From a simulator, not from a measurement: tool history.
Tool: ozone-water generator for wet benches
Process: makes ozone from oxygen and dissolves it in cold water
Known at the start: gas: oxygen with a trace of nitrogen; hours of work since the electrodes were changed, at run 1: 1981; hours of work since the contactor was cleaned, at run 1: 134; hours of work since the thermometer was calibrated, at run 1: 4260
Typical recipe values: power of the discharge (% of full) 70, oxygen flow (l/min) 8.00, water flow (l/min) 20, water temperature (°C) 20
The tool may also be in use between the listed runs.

run,hour,power of the discharge (% of full),oxygen flow (l/min),water flow (l/min),water temperature (°C),hours of work since the electrodes were changed,hours of work since the contactor was cleaned,hours of work since the thermometer was calibrated,dissolved ozone (ppm),ozone in the gas ahead of the water (g/m3)
1,0.0,70,8.00,20,20,1981,134,4260,24.1,167.3
2,80.5,70,8.00,20,20,2029,183,4309,23.7,166.2
3,130.8,70,8.00,20,20,2060,213,4339,24.0,167.0
4,186.9,70,8.00,20,20,2093,247,4373,24.0,167.5
5,278.0,70,8.00,20,20,2148,302,4428,23.7,165.4
6,339.8,70,8.00,20,20,2186,339,4465,23.9,166.3
7,392.0,97,8.00,20,20,2217,371,4496,29.1,203.3
8,476.7,97,8.00,20,20,2268,422,4547,28.9,202.0
9,536.8,97,8.00,20,20,2304,458,4584,29.2,201.3
10,585.8,70,8.00,18,20,2334,487,4613,25.2,165.7
11,631.4,70,8.00,18,20,2361,515,4641,25.3,165.2
12,676.3,70,8.00,18,20,2388,542,4668,25.0,163.1
13,748.6,70,8.00,20,13,2432,585,4711,27.0,163.1
14,809.3,70,8.00,20,20,2468,622,4748,23.4,165.5
15,861.1,70,8.00,20,20,2500,653,4779,23.4,164.5
16,944.1,70,8.00,20,20,2550,703,4829,23.7,164.1
17,998.3,70,8.00,20,20,2582,736,4862,23.7,164.1
18,1082.2,70,8.00,20,20,2633,786,4912,23.4,164.4
19,1172.7,70,8.00,21,25,2687,841,4967,20.5,163.1
# hour 1180.7: water thermometer calibrated
20,1230.5,70,8.00,21,25,2722,875,30,20.5,162.1
21,1319.6,48,8.00,21,25,2775,929,84,16.3,130.3
22,1358.6,48,8.00,21,25,2799,953,107,16.5,130.3
23,1409.9,61,12.73,26,27,2830,983,138,15.0,118.9
24,1492.2,61,12.73,26,27,2879,1033,188,15.0,118.5
25,1562.9,70,8.00,16,19,2922,1076,230,26.6,159.6
# hour 1570.8: water thermometer calibrated, once more
26,1622.3,61,5.36,20,20,2957,1111,31,21.4,179.2
27,1703.8,70,5.20,31,24,3007,1160,80,15.5,201.6
28,1741.8,59,8.00,20,20,3029,1183,103,20.6,145.5
29,1785.8,59,8.00,20,20,3056,1210,129,20.9,143.2
30,1837.7,70,6.16,20,14,3087,1241,161,25.3,184.1
31,1922.2,70,6.16,20,14,3138,1292,212,25.4,184.9
32,2010.9,70,6.16,23,22,3191,1345,265,20.5,183.5

Hidden condition of the tool, last listed run before each entry between runs versus first listed run after:
In the gap between runs 19 and 20: water thermometer calibrated (hour 1180.7)
  yield of the discharge, % of new electrodes': 91.5 -> 91.4; contactor's efficiency, % of a clean one's: 94.7 -> 94.5; true water temperature over the reading, C: 0.4 -> 0.59
  measured less the result without the state, dissolved ozone (ppm): -2.6 -> -2.6; ozone in the gas ahead of the water (g/m3): -15.2 -> -15.3
In the gap between runs 25 and 26: water thermometer calibrated, once more (hour 1570.8)
  yield of the discharge, % of new electrodes': 90.8 -> 90.6; contactor's efficiency, % of a clean one's: 93.8 -> 93.6; true water temperature over the reading, C: 0.61 -> 0.03
  measured less the result without the state, dissolved ozone (ppm): -3.7 -> -2.6; ozone in the gas ahead of the water (g/m3): -16.4 -> -16.8
